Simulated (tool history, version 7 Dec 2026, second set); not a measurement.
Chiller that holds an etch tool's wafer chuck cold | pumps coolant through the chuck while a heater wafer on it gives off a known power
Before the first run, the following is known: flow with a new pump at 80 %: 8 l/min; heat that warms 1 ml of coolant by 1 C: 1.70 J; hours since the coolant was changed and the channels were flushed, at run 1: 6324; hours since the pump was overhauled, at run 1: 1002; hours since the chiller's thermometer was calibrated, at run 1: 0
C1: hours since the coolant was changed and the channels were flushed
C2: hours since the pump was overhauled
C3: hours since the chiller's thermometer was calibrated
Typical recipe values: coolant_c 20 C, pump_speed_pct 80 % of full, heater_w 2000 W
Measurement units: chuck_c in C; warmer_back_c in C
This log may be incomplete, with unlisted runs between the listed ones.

{"run": 1, "hour": 0.0, "coolant_c": 20, "pump_speed_pct": 80, "heater_w": 2000, "C1": 6324, "C2": 1002, "C3": 0, "chuck_c": 46.4, "warmer_back_c": 8.95}
{"run": 2, "hour": 72.6, "coolant_c": 12, "pump_speed_pct": 80, "heater_w": 2000, "C1": 6397, "C2": 1075, "C3": 73, "chuck_c": 38.4, "warmer_back_c": 8.96}
{"run": 3, "hour": 164.1, "coolant_c": 12, "pump_speed_pct": 80, "heater_w": 2000, "C1": 6488, "C2": 1166, "C3": 164, "chuck_c": 38.5, "warmer_back_c": 8.99}
{"run": 4, "hour": 231.1, "coolant_c": 12, "pump_speed_pct": 80, "heater_w": 2000, "C1": 6555, "C2": 1233, "C3": 231, "chuck_c": 38.5, "warmer_back_c": 9.05}
{"run": 5, "hour": 297.6, "coolant_c": 19, "pump_speed_pct": 80, "heater_w": 2000, "C1": 6622, "C2": 1300, "C3": 298, "chuck_c": 45.7, "warmer_back_c": 9.07}
{"run": 6, "hour": 357.1, "coolant_c": 20, "pump_speed_pct": 80, "heater_w": 2000, "C1": 6681, "C2": 1359, "C3": 357, "chuck_c": 46.7, "warmer_back_c": 9.1}
{"run": 7, "hour": 432.8, "coolant_c": 13, "pump_speed_pct": 80, "heater_w": 2000, "C1": 6757, "C2": 1435, "C3": 433, "chuck_c": 39.7, "warmer_back_c": 9.0}
{"run": 8, "hour": 539.4, "coolant_c": 13, "pump_speed_pct": 80, "heater_w": 2000, "C1": 6863, "C2": 1541, "C3": 539, "chuck_c": 39.8, "warmer_back_c": 9.02}
{"run": 9, "hour": 594.3, "coolant_c": 13, "pump_speed_pct": 80, "heater_w": 2000, "C1": 6918, "C2": 1596, "C3": 594, "chuck_c": 39.7, "warmer_back_c": 9.03}
{"run": 10, "hour": 678.1, "coolant_c": 13, "pump_speed_pct": 80, "heater_w": 2000, "C1": 7002, "C2": 1680, "C3": 678, "chuck_c": 39.8, "warmer_back_c": 9.15}
{"run": 11, "hour": 759.5, "coolant_c": 13, "pump_speed_pct": 80, "heater_w": 2000, "C1": 7084, "C2": 1761, "C3": 759, "chuck_c": 39.8, "warmer_back_c": 9.13}
{"run": 12, "hour": 847.7, "coolant_c": 13, "pump_speed_pct": 80, "heater_w": 2000, "C1": 7172, "C2": 1850, "C3": 848, "chuck_c": 40.1, "warmer_back_c": 9.1}
{"run": 13, "hour": 951.0, "coolant_c": 20, "pump_speed_pct": 80, "heater_w": 2000, "C1": 7275, "C2": 1953, "C3": 951, "chuck_c": 47.2, "warmer_back_c": 9.12}
{"run": 14, "hour": 1038.8, "coolant_c": 20, "pump_speed_pct": 80, "heater_w": 2000, "C1": 7363, "C2": 2041, "C3": 1039, "chuck_c": 47.1, "warmer_back_c": 9.15}
{"run": 15, "hour": 1140.1, "coolant_c": 20, "pump_speed_pct": 80, "heater_w": 2000, "C1": 7464, "C2": 2142, "C3": 1140, "chuck_c": 47.2, "warmer_back_c": 9.1}
{"run": 16, "hour": 1220.9, "coolant_c": 20, "pump_speed_pct": 80, "heater_w": 1810, "C1": 7545, "C2": 2223, "C3": 1221, "chuck_c": 44.7, "warmer_back_c": 8.25}
{"run": 17, "hour": 1322.9, "coolant_c": 20, "pump_speed_pct": 80, "heater_w": 2133, "C1": 7647, "C2": 2325, "C3": 1323, "chuck_c": 49.2, "warmer_back_c": 9.8}
{"run": 18, "hour": 1398.9, "coolant_c": 20, "pump_speed_pct": 75, "heater_w": 2000, "C1": 7723, "C2": 2401, "C3": 1399, "chuck_c": 48.3, "warmer_back_c": 9.67}
{"run": 19, "hour": 1472.7, "coolant_c": 20, "pump_speed_pct": 68, "heater_w": 2032, "C1": 7797, "C2": 2475, "C3": 1473, "chuck_c": 50.2, "warmer_back_c": 10.8}
{"run": 20, "hour": 1566.6, "coolant_c": 20, "pump_speed_pct": 68, "heater_w": 2032, "C1": 7891, "C2": 2569, "C3": 1567, "chuck_c": 50.4, "warmer_back_c": 10.93}
{"run": 21, "hour": 1656.1, "coolant_c": 20, "pump_speed_pct": 89, "heater_w": 2032, "C1": 7980, "C2": 2658, "C3": 1656, "chuck_c": 46.6, "warmer_back_c": 8.45}
{"run": 22, "hour": 1750.5, "coolant_c": 20, "pump_speed_pct": 89, "heater_w": 2032, "C1": 8075, "C2": 2752, "C3": 1750, "chuck_c": 46.5, "warmer_back_c": 8.45}
{"run": 23, "hour": 1860.7, "coolant_c": 13, "pump_speed_pct": 77, "heater_w": 1553, "C1": 8185, "C2": 2863, "C3": 1861, "chuck_c": 35.0, "warmer_back_c": 7.46}
{"run": 24, "hour": 1913.3, "coolant_c": 13, "pump_speed_pct": 77, "heater_w": 1553, "C1": 8237, "C2": 2915, "C3": 1913, "chuck_c": 35.4, "warmer_back_c": 7.45}
{"run": 25, "hour": 2023.1, "coolant_c": 17, "pump_speed_pct": 93, "heater_w": 2058, "C1": 8347, "C2": 3025, "C3": 2023, "chuck_c": 43.6, "warmer_back_c": 8.29}
{"run": 26, "hour": 2101.6, "coolant_c": 21, "pump_speed_pct": 62, "heater_w": 2525, "C1": 8426, "C2": 3104, "C3": 2102, "chuck_c": 61.0, "warmer_back_c": 14.97}
{"run": 27, "hour": 2151.8, "coolant_c": 23, "pump_speed_pct": 96, "heater_w": 1400, "C1": 8476, "C2": 3154, "C3": 2152, "chuck_c": 40.9, "warmer_back_c": 5.45}
{"run": 28, "hour": 2226.9, "coolant_c": 14, "pump_speed_pct": 82, "heater_w": 1332, "C1": 8551, "C2": 3229, "C3": 2227, "chuck_c": 32.7, "warmer_back_c": 6.07}
{"run": 29, "hour": 2325.2, "coolant_c": 18, "pump_speed_pct": 71, "heater_w": 1033, "C1": 8649, "C2": 3327, "C3": 2325, "chuck_c": 33.7, "warmer_back_c": 5.33}
{"run": 30, "hour": 2435.8, "coolant_c": 25, "pump_speed_pct": 80, "heater_w": 2955, "C1": 8760, "C2": 3438, "C3": 2436, "chuck_c": 66.6, "warmer_back_c": 13.81}
{"run": 31, "hour": 2523.1, "coolant_c": 20, "pump_speed_pct": 77, "heater_w": 2000, "C1": 8847, "C2": 3525, "C3": 2523, "chuck_c": 49.0, "warmer_back_c": 9.71}
{"run": 32, "hour": 2574.1, "coolant_c": 14, "pump_speed_pct": 84, "heater_w": 1485, "C1": 8898, "C2": 3576, "C3": 2574, "chuck_c": 34.7, "warmer_back_c": 6.58}
{"run": 33, "hour": 2653.1, "coolant_c": 14, "pump_speed_pct": 86, "heater_w": 1947, "C1": 8977, "C2": 3655, "C3": 2653, "chuck_c": 40.7, "warmer_back_c": 8.47}

3 options for the next run, each taken on its own from the tool as it stands now. Forecast them:
{"run": "A", "hour": 2704.6, "coolant_c": 23, "pump_speed_pct": 80, "heater_w": 1344, "C1": 9029, "C2": 3707, "C3": 2705, "chuck_c": "?", "warmer_back_c": "?"}
{"run": "B", "hour": 2704.6, "coolant_c": 11, "pump_speed_pct": 80, "heater_w": 1554, "C1": 9029, "C2": 3707, "C3": 2705, "chuck_c": "?", "warmer_back_c": "?"}
{"run": "C", "hour": 2704.6, "coolant_c": 15, "pump_speed_pct": 62, "heater_w": 1947, "C1": 9029, "C2": 3707, "C3": 2705, "chuck_c": "?", "warmer_back_c": "?"}

run=A chuck_c=42.3 warmer_back_c=6.33
run=B chuck_c=33.2 warmer_back_c=7.23
run=C chuck_c=46.6 warmer_back_c=11.60
With the hidden condition removed and each run's random variation left untouched, the same runs would have given:
run=A chuck_c=38.9 warmer_back_c=5.99
run=B chuck_c=29.3 warmer_back_c=6.84
run=C chuck_c=41.4 warmer_back_c=10.97
